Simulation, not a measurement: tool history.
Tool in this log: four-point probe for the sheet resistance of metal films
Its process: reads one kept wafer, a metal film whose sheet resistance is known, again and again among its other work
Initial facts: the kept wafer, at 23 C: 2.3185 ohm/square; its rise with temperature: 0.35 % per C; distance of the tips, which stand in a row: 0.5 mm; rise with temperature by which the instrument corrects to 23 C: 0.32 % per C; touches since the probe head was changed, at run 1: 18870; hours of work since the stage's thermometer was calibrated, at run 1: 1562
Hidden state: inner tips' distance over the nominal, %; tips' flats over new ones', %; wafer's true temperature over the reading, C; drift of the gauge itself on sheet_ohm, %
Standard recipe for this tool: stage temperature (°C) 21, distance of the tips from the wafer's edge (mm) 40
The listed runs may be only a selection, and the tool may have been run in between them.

run    hour  stage temperature (°C)  distance of the tips from the wafer's edge (mm)  touches since the probe head was changed  hours of work since the stage's thermometer was calibrated  sheet resistance as the instrument gives it (ohm/square)
  1     0.0                      21                                               40                                     18870                                                        1562                                                  2.325027
  2    34.2                      27                                               40                                     19936                                                        1584                                                  2.329571
  3    98.5                      27                                               40                                     21933                                                        1623                                                  2.328269
  4   147.1                      28                                               40                                     23445                                                        1653                                                  2.328268
  5   216.8                      28                                               40                                     25616                                                        1696                                                  2.327442
  6   253.3                      28                                               40                                     26751                                                        1718                                                  2.327713
  7   302.2                      21                                               14                                     28271                                                        1748                                                  2.323724
  8   357.9                      20                                               40                                     30004                                                        1782                                                  2.320626
  9   403.6                      20                                               40                                     31426                                                        1810                                                  2.320107
 10   472.9                      21                                               40                                     33581                                                        1853                                                  2.320953
 11   503.5                      21                                               13                                     34533                                                        1872                                                  2.323066
 12   568.0                      21                                               29                                     36538                                                        1911                                                  2.320997
 13   599.0                      21                                               29                                     37504                                                        1930                                                  2.320258
 14   651.4                      21                                               29                                     39135                                                        1963                                                  2.319179
 15   724.1                      26                                               40                                     41395                                                        2007                                                  2.323374
 16   783.9                      26                                               40                                     43254                                                        2044                                                  2.322156
      789.7  -- stage's thermometer calibrated
 17   829.9                      34                                               40                                     44671                                                          25                                                  2.324199
 18   891.1                      34                                               40                                     46575                                                          62                                                  2.323857
 19   932.4                      28                                                5                                     47858                                                          88                                                  2.332115
 20   970.9                      28                                                5                                     49056                                                         111                                                  2.332285
     1013.0  -- stage's thermometer calibrated, once more
 21  1018.7                      28                                                5                                     50527                                                           3                                                  2.339688
 22  1058.7                      28                                                5                                     51772                                                          28                                                  2.339434
 23  1106.2                      28                                               41                                     53251                                                          57                                                  2.326458
 24  1159.9                      28                                               41                                     54920                                                          90                                                  2.325708
 25  1223.5                      32                                               10                                     56900                                                         129                                                  2.330626
 26  1270.5                      19                                               31                                     58362                                                         158                                                  2.318093
 27  1318.7                      19                                               31                                     59861                                                         188                                                  2.319725
 28  1379.8                      19                                               58                                     61761                                                         225                                                  2.318009

Consider 5 possible next runs. They are alternatives, not a sequence: every one starts from the tool as it was left by run 28. What does each give?
  A  1421.2                      19                                                3                                     63050                                                         251                                                         ?
  B  1421.2                      23                                               35                                     63050                                                         251                                                         ?
  C  1421.2                      26                                               58                                     63050                                                         251                                                         ?
  D  1421.2                      21                                               11                                     63050                                                         251                                                         ?
  E  1421.2                      23                                                4                                     63050                                                         251                                                         ?

run  sheet resistance as the instrument gives it (ohm/square)
  A                                                  2.351831
  B                                                  2.320560
  C                                                  2.322602
  D                                                  2.320931
  E                                                  2.339463
With no hidden state in the tool, these same runs would have given:
run  sheet resistance as the instrument gives it (ohm/square)
  A                                                  2.350108
  B                                                  2.318847
  C                                                  2.320880
  D                                                  2.319223
  E                                                  2.337737
